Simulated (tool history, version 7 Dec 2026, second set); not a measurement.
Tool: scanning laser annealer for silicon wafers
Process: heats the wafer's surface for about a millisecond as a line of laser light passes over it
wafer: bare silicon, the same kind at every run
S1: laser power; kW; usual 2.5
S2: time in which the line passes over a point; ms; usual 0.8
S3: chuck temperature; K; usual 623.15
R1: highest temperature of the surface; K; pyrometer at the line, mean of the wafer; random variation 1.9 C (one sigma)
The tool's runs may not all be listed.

run 1 hour=0 | S1=2.5 S2=0.8 S3=623.15 | R1=1374.15
run 2 hour=30.1 | S1=2.5 S2=0.8 S3=623.15 | R1=1369.15
run 3 hour=45.2 | S1=2.5 S2=0.902 S3=623.15 | R1=1422.15
run 4 hour=73.8 | S1=2.5 S2=0.902 S3=623.15 | R1=1422.15
run 5 hour=108.2 | S1=2.5 S2=0.902 S3=623.15 | R1=1419.15
run 6 hour=134.5 | S1=2.5 S2=0.902 S3=623.15 | R1=1426.15
run 7 hour=167.8 | S1=2.5 S2=0.8 S3=623.15 | R1=1370.15
run 8 hour=197.3 | S1=2.5 S2=0.8 S3=623.15 | R1=1369.15
run 9 hour=219.4 | S1=2.5 S2=0.8 S3=623.15 | R1=1371.15
run 10 hour=238.9 | S1=2.144 S2=0.8 S3=623.15 | R1=1243.15
run 11 hour=262.1 | S1=2.144 S2=0.8 S3=623.15 | R1=1241.15
run 12 hour=285.1 | S1=2.457 S2=0.728 S3=623.15 | R1=1318.15
run 13 hour=317.1 | S1=2.457 S2=0.728 S3=623.15 | R1=1323.15
run 14 hour=351.6 | S1=2.457 S2=0.728 S3=623.15 | R1=1317.15
run 15 hour=380.9 | S1=2.177 S2=0.729 S3=590.15 | R1=1192.15

The next listed run, before its measurement:
run 16 hour=410.4 | S1=2.259 S2=0.729 S3=590.15 | R1=?

{"run 16": {"R1": 1219.15}}
Without the tool's hidden state the same run would have given R1 1220.15 K.
